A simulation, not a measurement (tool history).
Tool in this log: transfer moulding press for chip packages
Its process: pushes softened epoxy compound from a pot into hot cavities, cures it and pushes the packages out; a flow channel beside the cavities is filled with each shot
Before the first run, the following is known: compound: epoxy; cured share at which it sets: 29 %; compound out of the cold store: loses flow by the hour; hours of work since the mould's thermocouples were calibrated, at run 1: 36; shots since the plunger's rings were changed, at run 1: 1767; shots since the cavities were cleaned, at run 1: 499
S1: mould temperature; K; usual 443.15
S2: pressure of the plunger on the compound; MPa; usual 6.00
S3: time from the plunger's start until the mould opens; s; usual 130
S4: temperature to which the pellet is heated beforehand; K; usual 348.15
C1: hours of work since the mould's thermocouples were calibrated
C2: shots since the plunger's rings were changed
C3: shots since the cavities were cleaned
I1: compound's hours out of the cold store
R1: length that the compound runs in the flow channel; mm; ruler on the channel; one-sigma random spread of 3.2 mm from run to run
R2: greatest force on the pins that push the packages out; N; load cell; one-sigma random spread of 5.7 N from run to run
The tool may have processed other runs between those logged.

run,hour,S1,S2,S3,S4,C1,C2,C3,I1,R1,R2
1,0.0,443.15,6.00,130,348.15,36,1767,499,32.3,861,196
# hour 58.1: cavities cleaned with cleaning compound and waxed
2,71.8,443.15,6.00,130,350.15,69,2223,89,44.5,795,190
3,127.0,443.15,6.00,130,348.15,95,2581,447,16.0,961,206
4,181.3,443.15,6.00,130,348.15,120,2933,799,36.7,836,198
# hour 193.5: cavities cleaned with cleaning compound and waxed
5,232.0,443.15,6.00,130,348.15,143,3252,250,46.3,783,197
6,298.8,443.15,6.00,130,348.15,175,3685,683,20.5,944,208
# hour 326.2: cavities cleaned with cleaning compound and waxed
7,329.2,443.15,6.00,130,348.15,188,3873,19,34.9,849,190
8,393.0,443.15,6.00,130,348.15,218,4287,433,40.4,816,205
9,422.4,443.15,6.00,130,348.15,232,4477,623,41.8,808,187
# hour 458.7: cavities cleaned with cleaning compound and waxed
10,464.8,443.15,6.00,130,348.15,251,4743,40,20.1,944,215
11,505.4,443.15,6.00,130,348.15,270,5006,303,19.3,953,195
12,571.8,443.15,6.49,130,348.15,301,5436,733,35.4,881,204
# hour 593.4: cavities cleaned with cleaning compound and waxed
13,619.7,443.15,6.49,130,348.15,323,5737,170,44.3,828,196
14,662.6,436.15,6.49,130,348.15,343,6016,449,15.3,1053,342
15,692.5,444.15,7.25,155,353.15,357,6209,642,8.6,1117,163
# hour 726.0: cavities cleaned with cleaning compound and waxed
# hour 739.9: plunger's sealing rings changed
16,767.0,444.15,7.25,155,353.15,390,176,250,9.6,1109,166
17,834.7,441.15,6.00,130,348.15,422,615,689,30.6,878,223
# hour 862.4: cavities cleaned with cleaning compound and waxed
18,893.4,444.15,6.00,130,358.15,448,986,201,37.6,828,182
19,952.6,442.15,5.97,156,345.15,476,1370,585,18.2,957,173
# hour 997.2: cavities cleaned with cleaning compound and waxed
20,1005.9,443.15,4.71,133,341.15,500,1705,56,35.5,753,185
# hour 1031.8: mould's thermocouples calibrated
21,1050.7,444.15,6.94,130,353.15,9,1983,334,30.8,935,180
22,1104.3,443.15,6.73,130,348.15,34,2331,682,24.3,975,205
# hour 1134.6: cavities cleaned with cleaning compound and waxed
23,1154.6,443.15,5.82,130,347.15,57,2647,129,36.0,830,202
24,1225.5,443.15,5.82,130,347.15,90,3107,589,8.3,1010,201
25,1255.7,440.15,5.20,131,354.15,104,3303,785,41.4,763,229
# hour 1270.4: cavities cleaned with cleaning compound and waxed
26,1317.0,440.15,4.61,132,354.15,132,3691,303,11.3,889,249
27,1352.2,440.15,4.61,132,354.15,149,3919,531,29.2,785,232
# hour 1402.3: cavities cleaned with cleaning compound and waxed
28,1409.6,440.15,6.11,132,354.15,175,4282,48,18.6,976,235

What if the next run were any one of these 4? Each begins from the tool's condition after run 28:
A,1475.5,440.15,6.11,139,354.15,206,4709,475,14.7,?,?
B,1475.5,440.15,6.11,117,354.15,206,4709,475,39.9,?,?
C,1475.5,451.15,6.00,140,348.15,206,4709,475,26.6,?,?
D,1475.5,440.15,6.11,132,344.15,206,4709,475,23.1,?,?

run,R1,R2
A,999,227
B,838,276
C,874,161
D,939,240
Without the tool's unlogged condition, the same runs would have read:
run,R1,R2
A,1000,225
B,839,275
C,874,160
D,939,238
